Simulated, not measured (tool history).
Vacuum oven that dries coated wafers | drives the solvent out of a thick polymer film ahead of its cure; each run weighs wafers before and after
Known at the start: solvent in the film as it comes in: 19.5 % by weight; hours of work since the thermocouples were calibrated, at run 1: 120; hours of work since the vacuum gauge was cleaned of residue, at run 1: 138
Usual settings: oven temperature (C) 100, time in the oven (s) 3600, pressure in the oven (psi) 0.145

run,hour,oven temperature (C),time in the oven (s),pressure in the oven (psi),hours of work since the thermocouples were calibrated,hours of work since the vacuum gauge was cleaned of residue,solvent left in the film (%)
1,0.0,100,3600,0.145,120,138,1.19
2,9.4,100,3600,0.145,127,145,1.21
3,22.7,100,3600,0.145,137,155,1.16
4,35.1,100,4560,0.145,147,164,0.77
5,43.9,100,3600,0.145,153,171,1.25
6,60.1,91,3600,0.145,166,183,2.61
7,76.3,115,3600,0.145,178,196,0.32
8,83.5,100,3600,0.145,184,201,1.16
9,100.7,100,3120,0.145,197,214,1.49
10,110.1,88,3600,0.145,204,222,3.26
11,124.4,100,3600,0.338,215,233,1.88
12,135.1,100,3600,0.145,223,241,1.26
13,146.5,100,3600,0.145,232,249,1.27
14,162.1,100,3600,0.145,244,261,1.27
15,172.4,100,3600,0.145,252,269,1.09
16,179.8,100,3600,0.145,257,275,1.23
17,190.2,100,3600,0.145,265,283,1.17
18,200.4,100,3600,0.145,273,291,1.16
19,214.8,106,5580,0.136,284,302,0.44
20,227.8,109,1920,0.132,294,312,1.47
21,237.9,109,1920,0.132,302,319,1.61
22,253.7,109,3360,0.131,314,331,0.51
23,270.2,109,3360,0.131,326,344,0.60
24,279.1,102,2160,0.131,333,351,2.29
25,294.8,87,3600,0.145,345,363,3.40
26,305.6,86,2340,0.133,354,371,6.06
27,321.5,101,3600,0.145,366,383,1.10
28,337.4,102,5760,0.490,378,395,1.90
29,350.6,102,5760,0.490,388,406,1.86
30,366.4,95,2820,0.157,400,418,2.80

Run 31 comes next. What will it give?
31,374.1,87,2820,0.094,406,423,?

Run 31 gave solvent left in the film (%) 4.44.
Without the tool's hidden state the same run would have given solvent left in the film (%) 4.43.
